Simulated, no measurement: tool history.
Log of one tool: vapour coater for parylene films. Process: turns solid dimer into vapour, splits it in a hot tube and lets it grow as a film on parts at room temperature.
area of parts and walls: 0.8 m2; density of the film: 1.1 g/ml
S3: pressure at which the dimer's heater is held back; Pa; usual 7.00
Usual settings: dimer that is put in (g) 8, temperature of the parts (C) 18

Run 1, hour 0.0: usual settings. Result: thickness of the film (µm) 7.04.
Run 2, hour 52.8: usual settings. Result: thickness of the film (µm) 7.08.
Run 3, hour 104.4: usual settings. Result: thickness of the film (µm) 6.98.
Run 4, hour 141.1: usual settings. Result: thickness of the film (µm) 6.91.
Run 5, hour 212.0: usual settings. Result: thickness of the film (µm) 7.02.
Run 6, hour 258.0: usual settings but S3 5.24 Pa. Result: thickness of the film (µm) 7.19.
Run 7, hour 299.1: usual settings but S3 5.24 Pa. Result: thickness of the film (µm) 7.07.
At hour 330.7: trap's valve overhauled.
Run 8, hour 357.0: usual settings but S3 5.24 Pa. Result: thickness of the film (µm) 7.21.
Run 9, hour 400.0: usual settings but S3 5.24 Pa. Result: thickness of the film (µm) 7.25.
Run 10, hour 471.1: usual settings but S3 5.24 Pa. Result: thickness of the film (µm) 7.18.
Run 11, hour 533.5: usual settings but temperature of the parts (C) 14, S3 4.60 Pa. Result: thickness of the film (µm) 8.24.
Run 12, hour 571.2: usual settings but temperature of the parts (C) 14, S3 4.60 Pa. Result: thickness of the film (µm) 8.13.
Run 13, hour 635.8: usual settings but temperature of the parts (C) 22, S3 2.15 Pa. Result: thickness of the film (µm) 7.04.
Run 14, hour 679.3: usual settings but temperature of the parts (C) 22, S3 2.15 Pa. Result: thickness of the film (µm) 6.96.
Run 15, hour 740.7: usual settings but dimer that is put in (g) 3, temperature of the parts (C) 23, S3 2.15 Pa. Result: thickness of the film (µm) 2.55.
Run 16, hour 776.9: usual settings but dimer that is put in (g) 13, temperature of the parts (C) 29, S3 6.86 Pa. Result: thickness of the film (µm) 8.32.
At hour 853.4: trap's valve overhauled.
Run 17, hour 853.4: usual settings but dimer that is put in (g) 13, temperature of the parts (C) 29, S3 6.86 Pa. Result: thickness of the film (µm) 8.25.
Run 18, hour 925.8: usual settings but dimer that is put in (g) 9, temperature of the parts (C) 24, S3 3.83 Pa. Result: thickness of the film (µm) 6.98.
Run 19, hour 985.9: usual settings but dimer that is put in (g) 9, temperature of the parts (C) 20, S3 2.91 Pa. Result: thickness of the film (µm) 8.13.
Run 20, hour 1032.0: usual settings but dimer that is put in (g) 7, temperature of the parts (C) 14. Result: thickness of the film (µm) 6.96.

Forecast each of these 3 alternatives for the next run:
Run A, hour 1093.9: usual settings but dimer that is put in (g) 7, temperature of the parts (C) 24, S3 5.37 Pa. Result: thickness of the film (µm) ?.
Run B, hour 1093.9: usual settings but dimer that is put in (g) 7, temperature of the parts (C) 23, S3 10.87 Pa. Result: thickness of the film (µm) ?.
Run C, hour 1093.9: usual settings but dimer that is put in (g) 14, temperature of the parts (C) 14. Result: thickness of the film (µm) ?.

run  thickness of the film (µm)
  A                        5.27
  B                        5.10
  C                       13.85
Without the tool's hidden state the same runs would have given:
run  thickness of the film (µm)
  A                        5.29
  B                        5.12
  C                       13.90
